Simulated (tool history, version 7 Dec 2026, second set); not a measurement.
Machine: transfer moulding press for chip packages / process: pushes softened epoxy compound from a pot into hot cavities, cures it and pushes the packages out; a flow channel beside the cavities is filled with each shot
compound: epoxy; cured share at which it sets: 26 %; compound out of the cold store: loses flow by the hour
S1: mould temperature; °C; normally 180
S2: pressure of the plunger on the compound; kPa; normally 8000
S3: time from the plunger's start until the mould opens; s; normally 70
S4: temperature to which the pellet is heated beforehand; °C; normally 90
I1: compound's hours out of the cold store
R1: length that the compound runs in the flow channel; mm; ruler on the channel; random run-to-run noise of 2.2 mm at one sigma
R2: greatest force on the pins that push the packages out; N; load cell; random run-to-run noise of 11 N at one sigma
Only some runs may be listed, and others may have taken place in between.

{"run": 1, "day": 0.0, "S1": 180, "S2": 8000, "S3": 70, "S4": 90, "I1": 42.1, "R1": 625, "R2": 487}
{"day": 2.621, "done": "cavities cleaned with cleaning compound and waxed"}
{"run": 2, "day": 2.683, "S1": 180, "S2": 8000, "S3": 70, "S4": 90, "I1": 36.4, "R1": 639, "R2": 502}
{"day": 3.958, "done": "plunger's sealing rings changed"}
{"run": 3, "day": 4.5, "S1": 180, "S2": 8000, "S3": 70, "S4": 90, "I1": 9.2, "R1": 716, "R2": 543}
{"day": 5.479, "done": "cavities cleaned with cleaning compound and waxed"}
{"run": 4, "day": 7.046, "S1": 180, "S2": 8000, "S3": 70, "S4": 90, "I1": 21.5, "R1": 676, "R2": 508}
{"day": 8.392, "done": "cavities cleaned with cleaning compound and waxed"}
{"run": 5, "day": 9.121, "S1": 180, "S2": 8000, "S3": 70, "S4": 90, "I1": 11.9, "R1": 706, "R2": 514}
{"run": 6, "day": 10.917, "S1": 180, "S2": 8000, "S3": 70, "S4": 88, "I1": 13.3, "R1": 705, "R2": 529}
{"day": 11.242, "done": "cavities cleaned with cleaning compound and waxed"}
{"run": 7, "day": 13.288, "S1": 180, "S2": 8000, "S3": 70, "S4": 90, "I1": 47.0, "R1": 612, "R2": 489}
{"day": 14.071, "done": "cavities cleaned with cleaning compound and waxed"}
{"run": 8, "day": 14.883, "S1": 176, "S2": 8000, "S3": 70, "S4": 90, "I1": 15.6, "R1": 704, "R2": 683}
{"day": 15.404, "done": "plunger's sealing rings changed"}
{"run": 9, "day": 16.658, "S1": 175, "S2": 8000, "S3": 70, "S4": 90, "I1": 14.6, "R1": 709, "R2": 730}
{"day": 16.925, "done": "cavities cleaned with cleaning compound and waxed"}
{"run": 10, "day": 19.471, "S1": 175, "S2": 8000, "S3": 70, "S4": 90, "I1": 25.4, "R1": 679, "R2": 699}
{"day": 19.775, "done": "cavities cleaned with cleaning compound and waxed"}
{"run": 11, "day": 22.162, "S1": 184, "S2": 8000, "S3": 70, "S4": 90, "I1": 42.6, "R1": 622, "R2": 402}
{"day": 22.579, "done": "cavities cleaned with cleaning compound and waxed"}
{"run": 12, "day": 24.729, "S1": 184, "S2": 8000, "S3": 70, "S4": 90, "I1": 29.9, "R1": 653, "R2": 401}
{"day": 25.338, "done": "cavities cleaned with cleaning compound and waxed"}
{"run": 13, "day": 26.438, "S1": 180, "S2": 8000, "S3": 70, "S4": 90, "I1": 9.0, "R1": 715, "R2": 531}
{"day": 26.812, "done": "plunger's sealing rings changed"}
{"day": 28.292, "done": "cavities cleaned with cleaning compound and waxed"}
{"run": 14, "day": 28.521, "S1": 180, "S2": 8000, "S3": 70, "S4": 90, "I1": 20.5, "R1": 678, "R2": 518}
{"day": 30.967, "done": "cavities cleaned with cleaning compound and waxed"}
{"run": 15, "day": 31.096, "S1": 180, "S2": 8000, "S3": 70, "S4": 90, "I1": 33.3, "R1": 648, "R2": 503}
{"run": 16, "day": 32.95, "S1": 186, "S2": 6690, "S3": 106, "S4": 85, "I1": 44.7, "R1": 562, "R2": 289}
{"day": 33.633, "done": "cavities cleaned with cleaning compound and waxed"}
{"run": 17, "day": 34.525, "S1": 186, "S2": 6690, "S3": 106, "S4": 85, "I1": 19.5, "R1": 615, "R2": 309}
{"day": 36.396, "done": "cavities cleaned with cleaning compound and waxed"}
{"run": 18, "day": 36.862, "S1": 185, "S2": 6660, "S3": 96, "S4": 85, "I1": 9.4, "R1": 647, "R2": 299}
{"day": 38.183, "done": "plunger's sealing rings changed"}
{"run": 19, "day": 38.925, "S1": 186, "S2": 7340, "S3": 67, "S4": 80, "I1": 21.0, "R1": 643, "R2": 426}
{"day": 39.425, "done": "cavities cleaned with cleaning compound and waxed"}
{"run": 20, "day": 41.479, "S1": 180, "S2": 8000, "S3": 70, "S4": 93, "I1": 27.0, "R1": 664, "R2": 506}
{"day": 42.233, "done": "cavities cleaned with cleaning compound and waxed"}
{"day": 43.871, "done": "mould's thermocouples calibrated"}
{"run": 21, "day": 43.975, "S1": 180, "S2": 8000, "S3": 70, "S4": 93, "I1": 36.9, "R1": 636, "R2": 459}
{"day": 45.138, "done": "cavities cleaned with cleaning compound and waxed"}
{"run": 22, "day": 45.767, "S1": 178, "S2": 8000, "S3": 82, "S4": 90, "I1": 16.7, "R1": 696, "R2": 406}
{"run": 23, "day": 47.346, "S1": 178, "S2": 6160, "S3": 91, "S4": 90, "I1": 34.0, "R1": 569, "R2": 346}
{"day": 47.808, "done": "cavities cleaned with cleaning compound and waxed"}
{"run": 24, "day": 49.092, "S1": 180, "S2": 8000, "S3": 70, "S4": 94, "I1": 28.4, "R1": 659, "R2": 480}
{"day": 49.679, "done": "plunger's sealing rings changed"}
{"day": 50.596, "done": "cavities cleaned with cleaning compound and waxed"}
{"run": 25, "day": 50.662, "S1": 180, "S2": 8970, "S3": 70, "S4": 99, "I1": 41.8, "R1": 662, "R2": 478}
{"run": 26, "day": 53.012, "S1": 180, "S2": 8970, "S3": 70, "S4": 99, "I1": 31.9, "R1": 691, "R2": 478}

5 ways to go on from here, each from the tool as it stands after run 26. What would each give?
{"day": 53.462, "done": "cavities cleaned with cleaning compound and waxed"}
{"run": "A", "day": 55.846, "S1": 180, "S2": 6270, "S3": 63, "S4": 96, "I1": 35.2, "R1": "?", "R2": "?"}
{"day": 53.462, "done": "cavities cleaned with cleaning compound and waxed"}
{"run": "B", "day": 55.846, "S1": 180, "S2": 8970, "S3": 70, "S4": 96, "I1": 22.5, "R1": "?", "R2": "?"}
{"day": 53.462, "done": "cavities cleaned with cleaning compound and waxed"}
{"run": "C", "day": 55.846, "S1": 180, "S2": 8280, "S3": 85, "S4": 99, "I1": 31.9, "R1": "?", "R2": "?"}
{"day": 53.462, "done": "cavities cleaned with cleaning compound and waxed"}
{"run": "D", "day": 55.846, "S1": 173, "S2": 8000, "S3": 61, "S4": 90, "I1": 46.4, "R1": "?", "R2": "?"}
{"day": 53.462, "done": "cavities cleaned with cleaning compound and waxed"}
{"run": "E", "day": 55.846, "S1": 180, "S2": 8000, "S3": 84, "S4": 83, "I1": 15.7, "R1": "?", "R2": "?"}

run=A R1=568 R2=633
run=B R1=717 R2=509
run=C R1=660 R2=358
run=D R1=627 R2=1008
run=E R1=696 R2=361
With no hidden state in the tool, these same runs would have given:
run=A R1=568 R2=626
run=B R1=718 R2=503
run=C R1=661 R2=354
run=D R1=627 R2=996
run=E R1=696 R2=357
